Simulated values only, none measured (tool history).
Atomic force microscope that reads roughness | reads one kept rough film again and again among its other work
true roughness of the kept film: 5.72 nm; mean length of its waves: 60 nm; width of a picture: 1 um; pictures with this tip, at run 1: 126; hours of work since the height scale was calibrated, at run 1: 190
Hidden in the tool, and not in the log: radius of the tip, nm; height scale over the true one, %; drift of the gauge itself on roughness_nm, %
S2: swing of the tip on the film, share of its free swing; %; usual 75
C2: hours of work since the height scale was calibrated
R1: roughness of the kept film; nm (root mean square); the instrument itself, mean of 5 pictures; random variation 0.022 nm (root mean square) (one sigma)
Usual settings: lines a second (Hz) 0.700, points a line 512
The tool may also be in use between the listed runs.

{"run": 1, "day": 0.0, "lines a second (Hz)": 0.7, "S2": 75, "points a line": 512, "pictures with this tip": 126, "C2": 190, "R1": 4.994}
{"run": 2, "day": 0.567, "lines a second (Hz)": 0.917, "S2": 75, "points a line": 512, "pictures with this tip": 142, "C2": 197, "R1": 4.89}
{"run": 3, "day": 1.296, "lines a second (Hz)": 0.917, "S2": 75, "points a line": 832, "pictures with this tip": 163, "C2": 206, "R1": 4.868}
{"run": 4, "day": 1.796, "lines a second (Hz)": 0.747, "S2": 75, "points a line": 832, "pictures with this tip": 177, "C2": 213, "R1": 4.88}
{"run": 5, "day": 2.233, "lines a second (Hz)": 0.7, "S2": 75, "points a line": 512, "pictures with this tip": 189, "C2": 218, "R1": 4.846}
{"run": 6, "day": 3.283, "lines a second (Hz)": 0.7, "S2": 75, "points a line": 512, "pictures with this tip": 218, "C2": 231, "R1": 4.792}
{"run": 7, "day": 4.058, "lines a second (Hz)": 0.7, "S2": 75, "points a line": 512, "pictures with this tip": 240, "C2": 241, "R1": 4.701}
{"run": 8, "day": 4.504, "lines a second (Hz)": 0.7, "S2": 75, "points a line": 512, "pictures with this tip": 253, "C2": 246, "R1": 4.714}
{"day": 5.208, "done": "new tip fitted"}
{"run": 9, "day": 5.25, "lines a second (Hz)": 0.7, "S2": 75, "points a line": 512, "pictures with this tip": 1, "C2": 255, "R1": 5.279}
{"run": 10, "day": 6.017, "lines a second (Hz)": 0.7, "S2": 75, "points a line": 512, "pictures with this tip": 22, "C2": 265, "R1": 5.203}
{"run": 11, "day": 7.033, "lines a second (Hz)": 0.7, "S2": 83, "points a line": 512, "pictures with this tip": 51, "C2": 277, "R1": 5.131}
{"run": 12, "day": 7.738, "lines a second (Hz)": 0.808, "S2": 75, "points a line": 595, "pictures with this tip": 71, "C2": 286, "R1": 5.07}
{"run": 13, "day": 8.592, "lines a second (Hz)": 0.808, "S2": 75, "points a line": 595, "pictures with this tip": 95, "C2": 297, "R1": 5.047}
{"run": 14, "day": 9.088, "lines a second (Hz)": 1.565, "S2": 58, "points a line": 596, "pictures with this tip": 108, "C2": 303, "R1": 5.073}
{"run": 15, "day": 9.821, "lines a second (Hz)": 1.565, "S2": 58, "points a line": 596, "pictures with this tip": 129, "C2": 312, "R1": 5.024}
{"run": 16, "day": 10.433, "lines a second (Hz)": 1.789, "S2": 58, "points a line": 334, "pictures with this tip": 146, "C2": 320, "R1": 4.949}
{"run": 17, "day": 11.321, "lines a second (Hz)": 2.138, "S2": 72, "points a line": 328, "pictures with this tip": 171, "C2": 331, "R1": 4.725}
{"run": 18, "day": 12.108, "lines a second (Hz)": 2.23, "S2": 66, "points a line": 660, "pictures with this tip": 193, "C2": 340, "R1": 4.771}
{"run": 19, "day": 12.642, "lines a second (Hz)": 0.7, "S2": 63, "points a line": 279, "pictures with this tip": 208, "C2": 347, "R1": 4.799}
{"run": 20, "day": 13.371, "lines a second (Hz)": 0.959, "S2": 75, "points a line": 885, "pictures with this tip": 228, "C2": 356, "R1": 4.771}

Forecast each of these 4 alternatives for the next run:
{"run": "A", "day": 13.921, "lines a second (Hz)": 0.959, "S2": 75, "points a line": 704, "pictures with this tip": 244, "C2": 363, "R1": "?"}
{"run": "B", "day": 13.921, "lines a second (Hz)": 0.972, "S2": 63, "points a line": 371, "pictures with this tip": 244, "C2": 363, "R1": "?"}
{"run": "C", "day": 13.921, "lines a second (Hz)": 0.959, "S2": 59, "points a line": 280, "pictures with this tip": 244, "C2": 363, "R1": "?"}
{"run": "D", "day": 13.921, "lines a second (Hz)": 1.341, "S2": 75, "points a line": 989, "pictures with this tip": 244, "C2": 363, "R1": "?"}

run=A R1=4.692
run=B R1=4.720
run=C R1=4.761
run=D R1=4.637
Without the tool's hidden state the same runs would have given:
run=A R1=5.246
run=B R1=5.277
run=C R1=5.323
run=D R1=5.184

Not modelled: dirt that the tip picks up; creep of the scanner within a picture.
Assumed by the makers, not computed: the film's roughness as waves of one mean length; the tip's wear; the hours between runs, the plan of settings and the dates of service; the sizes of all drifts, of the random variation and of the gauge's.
